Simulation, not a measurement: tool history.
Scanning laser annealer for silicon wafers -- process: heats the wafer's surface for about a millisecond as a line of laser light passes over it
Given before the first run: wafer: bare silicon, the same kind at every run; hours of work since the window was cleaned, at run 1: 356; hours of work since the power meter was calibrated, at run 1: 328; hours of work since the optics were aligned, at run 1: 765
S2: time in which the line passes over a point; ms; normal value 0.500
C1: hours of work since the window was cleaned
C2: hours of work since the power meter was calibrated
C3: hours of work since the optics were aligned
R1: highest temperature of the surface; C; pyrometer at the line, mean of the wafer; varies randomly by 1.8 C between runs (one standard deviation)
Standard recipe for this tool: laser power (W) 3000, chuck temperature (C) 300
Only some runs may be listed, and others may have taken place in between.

{"run": 1, "day": 0.0, "laser power (W)": 3000, "S2": 0.5, "chuck temperature (C)": 300, "C1": 356, "C2": 328, "C3": 765, "R1": 984}
{"run": 2, "day": 1.358, "laser power (W)": 3024, "S2": 0.5, "chuck temperature (C)": 300, "C1": 370, "C2": 341, "C3": 778, "R1": 993}
{"day": 1.967, "done": "optics aligned, line set to its width"}
{"run": 3, "day": 3.117, "laser power (W)": 3024, "S2": 0.5, "chuck temperature (C)": 300, "C1": 385, "C2": 356, "C3": 11, "R1": 1011}
{"run": 4, "day": 5.55, "laser power (W)": 2978, "S2": 0.5, "chuck temperature (C)": 300, "C1": 409, "C2": 380, "C3": 35, "R1": 990}
{"run": 5, "day": 7.975, "laser power (W)": 3000, "S2": 0.5, "chuck temperature (C)": 285, "C1": 432, "C2": 404, "C3": 59, "R1": 983}
{"run": 6, "day": 9.792, "laser power (W)": 2576, "S2": 0.5, "chuck temperature (C)": 300, "C1": 450, "C2": 421, "C3": 76, "R1": 868}
{"run": 7, "day": 12.212, "laser power (W)": 2926, "S2": 0.5, "chuck temperature (C)": 300, "C1": 474, "C2": 445, "C3": 100, "R1": 967}
{"run": 8, "day": 15.062, "laser power (W)": 2926, "S2": 0.525, "chuck temperature (C)": 300, "C1": 501, "C2": 473, "C3": 128, "R1": 982}
{"run": 9, "day": 17.771, "laser power (W)": 2926, "S2": 0.525, "chuck temperature (C)": 300, "C1": 528, "C2": 499, "C3": 154, "R1": 982}
{"run": 10, "day": 19.875, "laser power (W)": 2679, "S2": 0.5, "chuck temperature (C)": 300, "C1": 548, "C2": 520, "C3": 175, "R1": 891}
{"run": 11, "day": 22.875, "laser power (W)": 2679, "S2": 0.5, "chuck temperature (C)": 300, "C1": 578, "C2": 549, "C3": 204, "R1": 888}
{"run": 12, "day": 25.662, "laser power (W)": 2679, "S2": 0.5, "chuck temperature (C)": 300, "C1": 605, "C2": 576, "C3": 231, "R1": 885}
{"run": 13, "day": 27.204, "laser power (W)": 2679, "S2": 0.5, "chuck temperature (C)": 300, "C1": 620, "C2": 591, "C3": 246, "R1": 885}
{"run": 14, "day": 30.312, "laser power (W)": 2679, "S2": 0.5, "chuck temperature (C)": 300, "C1": 650, "C2": 622, "C3": 277, "R1": 881}
{"run": 15, "day": 31.596, "laser power (W)": 2866, "S2": 0.5, "chuck temperature (C)": 300, "C1": 663, "C2": 634, "C3": 289, "R1": 932}
{"run": 16, "day": 34.242, "laser power (W)": 2866, "S2": 0.5, "chuck temperature (C)": 300, "C1": 689, "C2": 660, "C3": 315, "R1": 932}
{"run": 17, "day": 37.021, "laser power (W)": 2866, "S2": 0.5, "chuck temperature (C)": 300, "C1": 716, "C2": 687, "C3": 342, "R1": 928}
{"run": 18, "day": 39.396, "laser power (W)": 3151, "S2": 0.591, "chuck temperature (C)": 261, "C1": 739, "C2": 710, "C3": 366, "R1": 1035}
{"day": 39.954, "done": "window over the wafer cleaned"}
{"run": 19, "day": 40.796, "laser power (W)": 2743, "S2": 0.564, "chuck temperature (C)": 309, "C1": 8, "C2": 723, "C3": 378, "R1": 994}
{"run": 20, "day": 42.062, "laser power (W)": 2743, "S2": 0.564, "chuck temperature (C)": 309, "C1": 21, "C2": 736, "C3": 391, "R1": 989}
{"run": 21, "day": 43.717, "laser power (W)": 2733, "S2": 0.367, "chuck temperature (C)": 271, "C1": 37, "C2": 752, "C3": 407, "R1": 813}
{"run": 22, "day": 46.333, "laser power (W)": 3000, "S2": 0.511, "chuck temperature (C)": 284, "C1": 62, "C2": 777, "C3": 433, "R1": 1011}
{"run": 23, "day": 47.642, "laser power (W)": 2564, "S2": 0.614, "chuck temperature (C)": 284, "C1": 75, "C2": 790, "C3": 445, "R1": 929}
{"run": 24, "day": 49.296, "laser power (W)": 2564, "S2": 0.483, "chuck temperature (C)": 268, "C1": 91, "C2": 806, "C3": 461, "R1": 842}
{"run": 25, "day": 50.958, "laser power (W)": 3076, "S2": 0.544, "chuck temperature (C)": 282, "C1": 108, "C2": 823, "C3": 478, "R1": 1051}
{"run": 26, "day": 52.6, "laser power (W)": 3076, "S2": 0.544, "chuck temperature (C)": 282, "C1": 124, "C2": 839, "C3": 494, "R1": 1048}
{"run": 27, "day": 54.925, "laser power (W)": 3000, "S2": 0.5, "chuck temperature (C)": 336, "C1": 146, "C2": 861, "C3": 516, "R1": 1044}
{"run": 28, "day": 56.979, "laser power (W)": 3000, "S2": 0.5, "chuck temperature (C)": 336, "C1": 166, "C2": 881, "C3": 537, "R1": 1040}
{"run": 29, "day": 59.546, "laser power (W)": 2716, "S2": 0.562, "chuck temperature (C)": 326, "C1": 191, "C2": 906, "C3": 562, "R1": 979}
{"run": 30, "day": 61.7, "laser power (W)": 3000, "S2": 0.372, "chuck temperature (C)": 306, "C1": 212, "C2": 927, "C3": 583, "R1": 907}
{"run": 31, "day": 63.621, "laser power (W)": 3000, "S2": 0.372, "chuck temperature (C)": 306, "C1": 231, "C2": 946, "C3": 601, "R1": 904}
{"run": 32, "day": 65.688, "laser power (W)": 3000, "S2": 0.372, "chuck temperature (C)": 332, "C1": 251, "C2": 966, "C3": 622, "R1": 930}
{"run": 33, "day": 68.362, "laser power (W)": 3153, "S2": 0.602, "chuck temperature (C)": 332, "C1": 277, "C2": 993, "C3": 648, "R1": 1146}

Hidden state at the last listed run before each entry between runs and at the first one after, where it differs:
Runs 2 to 3: optics aligned, line set to its width (day 1.967)
  light that passes the window, % of a clean one's: 96.58 -> 96.46; laser's true power over the reading, %: -0.63 -> -0.64; width of the line over the set one, %: 3.91 -> 0.2
  measured result minus the result with no hidden state, R1: -62 -> -43 C
Runs 18 to 19: window over the wafer cleaned (day 39.954)
  light that passes the window, % of a clean one's: 93.58 -> 99.75; laser's true power over the reading, %: -0.81 -> -0.82; width of the line over the set one, %: 1.82 -> 1.87
  measured result minus the result with no hidden state, R1: -93 -> -20 C

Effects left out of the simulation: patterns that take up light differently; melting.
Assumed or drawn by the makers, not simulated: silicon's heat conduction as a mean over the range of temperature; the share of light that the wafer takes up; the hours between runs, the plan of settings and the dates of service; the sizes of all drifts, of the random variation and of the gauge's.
